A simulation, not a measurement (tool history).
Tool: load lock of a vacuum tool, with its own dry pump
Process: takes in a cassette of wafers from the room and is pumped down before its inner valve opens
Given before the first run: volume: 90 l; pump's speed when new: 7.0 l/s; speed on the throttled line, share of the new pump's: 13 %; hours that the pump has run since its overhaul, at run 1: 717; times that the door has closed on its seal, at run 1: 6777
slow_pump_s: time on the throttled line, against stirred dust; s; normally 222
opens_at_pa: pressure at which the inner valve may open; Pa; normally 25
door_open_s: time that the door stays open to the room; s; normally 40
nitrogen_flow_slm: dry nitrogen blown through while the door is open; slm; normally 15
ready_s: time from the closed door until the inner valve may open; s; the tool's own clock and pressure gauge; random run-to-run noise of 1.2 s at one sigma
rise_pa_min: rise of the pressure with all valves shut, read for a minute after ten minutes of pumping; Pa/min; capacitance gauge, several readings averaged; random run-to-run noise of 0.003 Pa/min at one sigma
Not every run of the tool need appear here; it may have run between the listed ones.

run,hour,slow_pump_s,opens_at_pa,door_open_s,nitrogen_flow_slm,hours that the pump has run since its overhaul,times that the door has closed on its seal,"incoming humidity of the room's air, %",ready_s,rise_pa_min
1,0,222,25,40,15,717,6777,45,298.3,0.098
2,83.3,222,25,40,15,800,7058,45.5,299.4,0.102
3,196.3,227,25,40,15,913,7437,43.8,302.8,0.107
4,271.4,222,25,40,15,988,7690,48.1,299.7,0.116
5,404.7,222,25,40,15,1121,8139,48.1,301,0.125
6,492.2,222,25,40,15,1209,8433,43.2,300.1,0.12
7,613.4,323,25,40,15,1330,8841,44.6,388.9,0.131
8,721.9,323,25,40,15,1439,9206,42.5,390.7,0.138
9,824.1,323,25,40,15,1541,9550,45.2,390,0.138
10,935.9,222,25,40,15,1653,9926,45.4,300.7,0.15
11,1035.9,222,25,40,15,1753,10263,44.1,302.2,0.155
12,1109.8,222,25,155,15,1827,10511,44.6,299.4,0.212
13,1222.6,222,25,155,15,1939,10891,46.4,301.2,0.226
14,1349.9,222,25,40,15,2067,11319,46.5,302.7,0.17
15,1428.6,222,25,29,15,2145,11584,48.3,301.2,0.169
16,1514.5,222,43,29,15,2231,11873,50.6,292.4,0.172
17,1669.3,222,43,145,15,2386,12394,48.3,292.8,0.256
18,1768,222,43,145,15,2485,12726,42.5,294.5,0.252
19,1879.3,130,25,196,15,2596,13101,44.3,221.7,0.279
20,1952.5,130,25,196,15,2669,13347,43.6,219.8,0.28
21,2081.9,150,32,84,15,2799,13782,43.3,235.4,0.239
22,2196.6,150,32,84,15,2913,14168,48.7,235.4,0.258
23,2324.6,150,32,84,15,3041,14599,41.9,236.7,0.25
24,2418.2,150,32,84,15,3135,14914,47.8,236.2,0.266
25,2531.1,222,30,62,15,3248,15294,47.5,300,0.268
26,2601.7,222,25,79,15,3318,15531,45.3,302.7,0.278
27,2754.1,222,25,25,15,3471,16044,44.3,302.3,0.261
28,2900,290,33,198,15,3617,16535,46.7,355.1,0.366
29,2997.2,290,33,198,15,3714,16862,44.5,355.5,0.357
30,3084.1,201,25,35,15,3801,17155,43.1,283.5,0.292
31,3204.6,150,18,46,15,3921,17560,43.9,244.8,0.309
32,3342.6,287,31,40,13,4059,18024,45.1,354.6,0.323
33,3456.4,292,43,27,7,4173,18407,46.2,354.8,0.326
34,3564.1,135,25,40,15,4281,18770,43.4,227.1,0.336
35,3678.6,135,25,40,15,4395,19155,45.3,227.5,0.347
36,3792.6,222,38,40,41,4509,19539,46.6,297.2,0.342

What if the next run were any one of these 4? Each begins from the tool's condition after run 36:
A,3935.5,164,38,88,41,4652,20019,44.2,?,?
B,3935.5,218,38,40,37,4652,20019,45.9,?,?
C,3935.5,222,25,195,15,4652,20019,45.6,?,?
D,3935.5,222,38,40,5,4652,20019,47.6,?,?

run,ready_s,rise_pa_min
A,246.3,0.382
B,294.1,0.361
C,302.9,0.451
D,296.4,0.384
With no hidden state in the tool, these same runs would have given:
run,ready_s,rise_pa_min
A,244.1,0.044
B,292,0.023
C,300.4,0.111
D,294.4,0.046
